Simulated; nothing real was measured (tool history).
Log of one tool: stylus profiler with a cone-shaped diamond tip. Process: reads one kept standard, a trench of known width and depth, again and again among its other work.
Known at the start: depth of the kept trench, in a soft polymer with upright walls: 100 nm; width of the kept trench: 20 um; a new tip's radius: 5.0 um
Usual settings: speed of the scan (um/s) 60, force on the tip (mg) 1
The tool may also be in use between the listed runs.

run	day	speed of the scan (um/s)	force on the tip (mg)	depth of the trench (nm)	width of the trench's floor (nm)
1	0	60	1	101.03	17620
2	0.496	60	1.66	101.37	17720
3	1.271	60	1.66	101.32	17680
4	1.658	60	1.66	101.36	17690
5	2.321	60	1.66	101.38	17740
6	3.146	40	1	101.07	17760
7	3.821	137	1	100.9	17130
8	4.392	137	1	101.08	17070
9	5.204	137	1	101.06	17120
10	5.592	119	0.38	100.57	16750
11	6.088	114	1.74	101.49	17410
12	6.708	194	0.97	101.01	16740
13	7.354	93	1.65	101.25	17510
14	7.738	152	2.73	101.93	17460
15	8.1	24	1.69	101.37	17830
16	8.779	24	1.69	101.41	17920
17	9.579	24	1.69	101.35	17870
18	10.267	60	0.39	100.54	17420

5 ways to go on from here, each from the tool as it stands after run 18. What would each give?
A	10.921	60	1.49	?	?
B	10.921	24	2.04	?	?
C	10.921	16	0.42	?	?
D	10.921	159	0.35	?	?
E	10.921	149	0.49	?	?

run	depth of the trench (nm)	width of the trench's floor (nm)
A	101.28	17730
B	101.51	17880
C	100.67	17820
D	100.47	16240
E	100.61	16640
Without the tool's hidden state the same runs would have given:
run	depth of the trench (nm)	width of the trench's floor (nm)
A	101.27	17730
B	101.5	17890
C	100.66	17830
D	100.46	16250
E	100.6	16650
